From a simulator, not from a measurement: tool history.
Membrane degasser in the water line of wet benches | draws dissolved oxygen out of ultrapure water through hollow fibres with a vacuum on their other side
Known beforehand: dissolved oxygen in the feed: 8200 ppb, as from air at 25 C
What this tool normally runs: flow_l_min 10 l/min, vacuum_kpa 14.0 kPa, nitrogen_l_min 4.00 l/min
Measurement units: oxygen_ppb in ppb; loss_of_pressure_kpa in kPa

run	hour	flow_l_min	vacuum_kpa	nitrogen_l_min	oxygen_ppb	loss_of_pressure_kpa
1	0.0	10	14.0	4.00	75.3	27.67
2	48.1	10	14.0	4.00	76.9	27.79
3	118.5	10	14.0	1.96	147.8	27.71
4	157.0	10	14.0	4.00	76.0	27.69
5	193.9	10	14.0	4.00	74.5	27.93
6	258.6	10	14.0	4.00	76.8	27.65
7	300.0	10	14.0	3.30	90.3	27.93
8	334.2	10	14.0	3.30	93.4	27.62
9	386.3	10	14.0	4.52	67.6	27.96
10	453.4	10	14.0	4.52	67.7	27.86
11	522.8	10	14.0	4.52	68.3	27.61
12	594.2	10	14.0	4.00	75.7	27.96
13	665.4	10	14.0	4.00	75.9	27.80
14	714.2	9	14.0	4.00	69.3	24.77
15	784.8	11	14.7	1.73	195.2	30.73
16	836.8	14	12.5	2.40	161.9	38.73
17	902.8	10	14.0	4.00	77.0	27.66
18	960.0	7	17.8	2.40	116.5	19.59
19	1006.6	10	16.8	4.55	84.1	27.55
20	1054.1	10	16.8	4.55	84.1	27.82
21	1083.3	10	25.4	4.25	144.5	27.85
22	1115.9	7	11.5	4.00	42.2	19.67
23	1184.2	7	11.5	4.00	42.0	19.60

Forecast each of these 3 alternatives for the next run:
A	1241.2	10	17.3	7.22	?	?
B	1241.2	11	12.5	3.35	?	?
C	1241.2	8	11.7	11.01	?	?

run	oxygen_ppb	loss_of_pressure_kpa
A	57.1	27.95
B	90.8	30.74
C	18.4	22.36
With no hidden state in the tool, these same runs would have given:
run	oxygen_ppb	loss_of_pressure_kpa
A	51.6	27.53
B	82.3	30.28
C	16.1	22.03

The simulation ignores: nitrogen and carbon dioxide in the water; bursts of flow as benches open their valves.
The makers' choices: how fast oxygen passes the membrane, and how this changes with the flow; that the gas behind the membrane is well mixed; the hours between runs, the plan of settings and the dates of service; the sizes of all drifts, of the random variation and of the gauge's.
